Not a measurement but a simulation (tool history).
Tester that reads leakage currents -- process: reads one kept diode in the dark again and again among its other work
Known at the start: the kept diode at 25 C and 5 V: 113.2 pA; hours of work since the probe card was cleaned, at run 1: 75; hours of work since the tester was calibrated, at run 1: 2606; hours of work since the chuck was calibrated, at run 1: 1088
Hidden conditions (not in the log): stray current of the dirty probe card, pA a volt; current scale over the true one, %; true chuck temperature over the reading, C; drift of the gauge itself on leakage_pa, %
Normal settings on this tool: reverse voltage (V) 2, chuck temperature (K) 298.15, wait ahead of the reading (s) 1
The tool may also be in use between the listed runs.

run,day,reverse voltage (V),chuck temperature (K),wait ahead of the reading (s),hours of work since the probe card was cleaned,hours of work since the tester was calibrated,hours of work since the chuck was calibrated,current that the tester gives (pA)
1,0,2,298.15,1,75,2606,1088,72.21
# day 4.975: chuck's temperature calibrated
2,5.058,1.67,298.15,1,153,2684,1,62.44
3,8.367,2,298.15,4.85,205,2736,53,66.5
4,12.254,2,298.15,1,266,2797,114,66.8
5,16.096,2,298.15,1,326,2857,174,66.3
6,19.4,2,298.15,1,378,2909,226,66.21
7,24.067,2,306.15,1,451,2982,299,120.47
8,29.996,2,306.15,1,544,3075,392,120.03
9,34.079,2,306.15,1,608,3139,456,119.58
# day 38.471: chuck's temperature calibrated, once more
10,40.071,2,295.15,1,701,3232,25,66.78
11,45.254,2,295.15,1,782,3313,106,66.79
12,47.846,10.23,298.15,1,823,3354,147,166.66
13,51.279,10.23,298.15,1,877,3408,201,166.46
14,54.15,4.78,328.15,1.92,922,3453,246,929.5
15,58.408,2.41,298.15,1,988,3519,313,89.13
16,61.017,3.87,307.15,6.59,1029,3560,353,206.87
17,64.792,10.83,298.15,6.77,1088,3619,413,172.57
18,69.508,10.83,298.15,6.77,1162,3693,487,171.94
19,72.025,10.83,298.15,6.77,1202,3733,526,172.29
20,74.554,2.84,298.15,6.77,1241,3772,566,94.61
# day 78.767: probe card cleaned and baked
21,80.538,1.54,319.15,6.77,28,3864,658,318.46
22,83.688,7.19,319.15,1.76,77,3914,707,575.39
23,87.538,15.27,303.15,1.28,138,3974,767,245.06
24,92.962,15.27,303.15,1.28,223,4059,852,245.68
25,96.4,6.6,302.15,0.43,277,4113,906,162.82
26,101.592,2,325.15,8.36,358,4194,988,510.44

Predict each of these 3 candidate next runs independently; none follows another, all start after run 26:
A,105.208,2,309.15,1.09,415,4251,1044,?
B,105.208,18.57,301.15,8.36,415,4251,1044,?
C,105.208,3.46,298.15,1,415,4251,1044,?

run,current that the tester gives (pA)
A,169.05
B,231.92
C,93.22
Had the tool no hidden state, the same runs would have come out as:
run,current that the tester gives (pA)
A,181.39
B,237
C,98.82
